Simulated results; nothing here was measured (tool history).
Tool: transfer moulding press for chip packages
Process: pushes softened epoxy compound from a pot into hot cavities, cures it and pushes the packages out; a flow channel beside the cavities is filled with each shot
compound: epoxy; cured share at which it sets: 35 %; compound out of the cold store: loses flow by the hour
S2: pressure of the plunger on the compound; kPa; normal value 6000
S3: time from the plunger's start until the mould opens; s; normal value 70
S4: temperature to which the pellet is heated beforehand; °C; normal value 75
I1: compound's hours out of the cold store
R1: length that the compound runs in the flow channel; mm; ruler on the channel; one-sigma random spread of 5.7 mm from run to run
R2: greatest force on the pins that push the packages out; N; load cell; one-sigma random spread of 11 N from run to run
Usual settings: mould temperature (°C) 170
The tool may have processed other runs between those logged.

{"run": 1, "hour": 0.0, "mould temperature (°C)": 170, "S2": 6000, "S3": 70, "S4": 75, "I1": 33.4, "R1": 624, "R2": 562}
{"hour": 7.3, "done": "plunger's sealing rings changed"}
{"run": 2, "hour": 12.3, "mould temperature (°C)": 170, "S2": 6000, "S3": 70, "S4": 75, "I1": 36.9, "R1": 651, "R2": 608}
{"run": 3, "hour": 22.1, "mould temperature (°C)": 170, "S2": 4960, "S3": 70, "S4": 75, "I1": 27.1, "R1": 612, "R2": 702}
{"hour": 30.1, "done": "cavities cleaned with cleaning compound and waxed"}
{"run": 4, "hour": 35.3, "mould temperature (°C)": 170, "S2": 6000, "S3": 70, "S4": 75, "I1": 32.4, "R1": 667, "R2": 802}
{"run": 5, "hour": 40.1, "mould temperature (°C)": 170, "S2": 6000, "S3": 70, "S4": 75, "I1": 30.7, "R1": 665, "R2": 797}
{"run": 6, "hour": 49.1, "mould temperature (°C)": 170, "S2": 6000, "S3": 70, "S4": 75, "I1": 23.4, "R1": 689, "R2": 827}
{"run": 7, "hour": 57.8, "mould temperature (°C)": 170, "S2": 6000, "S3": 70, "S4": 75, "I1": 47.2, "R1": 622, "R2": 777}
{"run": 8, "hour": 66.9, "mould temperature (°C)": 170, "S2": 6000, "S3": 70, "S4": 75, "I1": 47.7, "R1": 625, "R2": 813}
{"hour": 76.0, "done": "cavities cleaned with cleaning compound and waxed"}
{"run": 9, "hour": 80.0, "mould temperature (°C)": 170, "S2": 6000, "S3": 70, "S4": 75, "I1": 12.1, "R1": 712, "R2": 543}
{"run": 10, "hour": 90.6, "mould temperature (°C)": 167, "S2": 6000, "S3": 70, "S4": 75, "I1": 31.7, "R1": 670, "R2": 673}
{"hour": 92.7, "done": "cavities cleaned with cleaning compound and waxed, once more"}
{"run": 11, "hour": 97.7, "mould temperature (°C)": 167, "S2": 5200, "S3": 70, "S4": 75, "I1": 18.8, "R1": 654, "R2": 660}
{"run": 12, "hour": 105.0, "mould temperature (°C)": 167, "S2": 5200, "S3": 70, "S4": 75, "I1": 40.2, "R1": 600, "R2": 664}
{"run": 13, "hour": 111.5, "mould temperature (°C)": 167, "S2": 5200, "S3": 70, "S4": 75, "I1": 13.8, "R1": 678, "R2": 728}
{"run": 14, "hour": 122.6, "mould temperature (°C)": 170, "S2": 6000, "S3": 70, "S4": 84, "I1": 30.3, "R1": 655, "R2": 630}
{"run": 15, "hour": 130.0, "mould temperature (°C)": 170, "S2": 5680, "S3": 70, "S4": 84, "I1": 47.6, "R1": 591, "R2": 644}
{"hour": 138.2, "done": "cavities cleaned with cleaning compound and waxed"}
{"run": 16, "hour": 140.1, "mould temperature (°C)": 170, "S2": 5680, "S3": 70, "S4": 84, "I1": 16.0, "R1": 687, "R2": 529}
{"run": 17, "hour": 149.6, "mould temperature (°C)": 170, "S2": 6620, "S3": 70, "S4": 75, "I1": 25.1, "R1": 713, "R2": 574}
{"run": 18, "hour": 157.8, "mould temperature (°C)": 177, "S2": 5640, "S3": 70, "S4": 72, "I1": 43.3, "R1": 591, "R2": 483}
{"run": 19, "hour": 165.7, "mould temperature (°C)": 177, "S2": 5640, "S3": 70, "S4": 72, "I1": 21.5, "R1": 641, "R2": 497}
{"run": 20, "hour": 176.7, "mould temperature (°C)": 177, "S2": 5640, "S3": 70, "S4": 72, "I1": 25.3, "R1": 628, "R2": 537}
{"hour": 184.0, "done": "cavities cleaned with cleaning compound and waxed"}
{"run": 21, "hour": 188.2, "mould temperature (°C)": 170, "S2": 6000, "S3": 77, "S4": 73, "I1": 38.6, "R1": 639, "R2": 442}
{"run": 22, "hour": 197.1, "mould temperature (°C)": 173, "S2": 6400, "S3": 71, "S4": 69, "I1": 33.0, "R1": 656, "R2": 492}
{"run": 23, "hour": 204.5, "mould temperature (°C)": 173, "S2": 6400, "S3": 71, "S4": 69, "I1": 31.3, "R1": 665, "R2": 524}
{"run": 24, "hour": 214.6, "mould temperature (°C)": 173, "S2": 6400, "S3": 71, "S4": 69, "I1": 37.1, "R1": 644, "R2": 526}
{"run": 25, "hour": 225.6, "mould temperature (°C)": 173, "S2": 4640, "S3": 62, "S4": 69, "I1": 39.0, "R1": 538, "R2": 703}
{"hour": 229.4, "done": "cavities cleaned with cleaning compound and waxed"}
{"run": 26, "hour": 238.9, "mould temperature (°C)": 173, "S2": 4640, "S3": 62, "S4": 69, "I1": 40.2, "R1": 544, "R2": 556}
{"run": 27, "hour": 247.5, "mould temperature (°C)": 170, "S2": 7450, "S3": 62, "S4": 69, "I1": 20.2, "R1": 759, "R2": 763}
{"run": 28, "hour": 259.1, "mould temperature (°C)": 170, "S2": 7450, "S3": 62, "S4": 69, "I1": 44.0, "R1": 683, "R2": 780}

Alternative continuations, all from the tool just after run 28; predict every row:
{"run": "A", "hour": 269.3, "mould temperature (°C)": 170, "S2": 6480, "S3": 70, "S4": 80, "I1": 27.5, "R1": "?", "R2": "?"}
{"run": "B", "hour": 269.3, "mould temperature (°C)": 174, "S2": 7450, "S3": 83, "S4": 71, "I1": 27.1, "R1": "?", "R2": "?"}
{"run": "C", "hour": 269.3, "mould temperature (°C)": 165, "S2": 4920, "S3": 62, "S4": 80, "I1": 27.9, "R1": "?", "R2": "?"}
{"run": "D", "hour": 269.3, "mould temperature (°C)": 166, "S2": 6000, "S3": 59, "S4": 73, "I1": 22.7, "R1": "?", "R2": "?"}

run=A R1=687 R2=636
run=B R1=718 R2=514
run=C R1=608 R2=1229
run=D R1=687 R2=1303
Without the tool's hidden state the same runs would have given:
run=A R1=708 R2=463
run=B R1=740 R2=371
run=C R1=627 R2=901
run=D R1=708 R2=953
